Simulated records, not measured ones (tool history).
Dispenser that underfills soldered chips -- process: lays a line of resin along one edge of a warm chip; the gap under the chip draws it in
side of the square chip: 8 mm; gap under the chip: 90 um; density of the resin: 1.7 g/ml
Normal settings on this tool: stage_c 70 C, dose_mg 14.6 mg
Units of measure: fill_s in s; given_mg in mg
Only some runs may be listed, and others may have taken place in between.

run,hour,stage_c,dose_mg,fill_s,given_mg
1,0.0,70,14.6,57.9,14.12
# hour 2.3: new syringe of resin
2,10.5,70,14.6,58.7,14.06
# hour 11.4: new syringe of resin
# hour 20.5: new syringe of resin
3,20.5,70,14.6,40.7,14.02
# hour 29.9: new syringe of resin
4,29.9,76,14.6,30.8,13.98
# hour 39.2: new syringe of resin
5,42.0,76,14.6,34.5,13.93
# hour 49.1: new syringe of resin
6,50.5,76,14.6,32.5,13.96
# hour 58.3: new syringe of resin
7,58.4,63,14.6,55.6,13.90
8,64.9,63,14.6,76.7,13.81
# hour 67.7: new syringe of resin
# hour 72.2: dispensing valve cleaned and set on the balance
9,77.0,70,14.3,58.3,14.32
# hour 78.0: new syringe of resin
# hour 87.7: new syringe of resin
10,88.6,70,14.3,42.7,14.36
# hour 96.8: new syringe of resin
11,97.3,70,14.6,39.8,14.47
12,103.9,70,14.2,55.1,14.06
# hour 106.1: new syringe of resin
13,109.9,71,14.6,45.2,14.40
# hour 115.2: new syringe of resin
14,121.5,71,14.6,51.6,14.51
# hour 124.7: new syringe of resin
15,130.7,71,14.6,50.2,14.46
# hour 134.7: new syringe of resin
16,142.8,71,14.6,54.7,14.39

Predict the results of run 17:
# hour 144.1: new syringe of resin
17,152.2,71,14.6,?,?

For run 17 the tool returned fill_s 54.9 s, given_mg 14.26 mg.
Minus the tool's unlogged condition, the same run would have read fill_s 42.9 s, given_mg 14.60 mg.

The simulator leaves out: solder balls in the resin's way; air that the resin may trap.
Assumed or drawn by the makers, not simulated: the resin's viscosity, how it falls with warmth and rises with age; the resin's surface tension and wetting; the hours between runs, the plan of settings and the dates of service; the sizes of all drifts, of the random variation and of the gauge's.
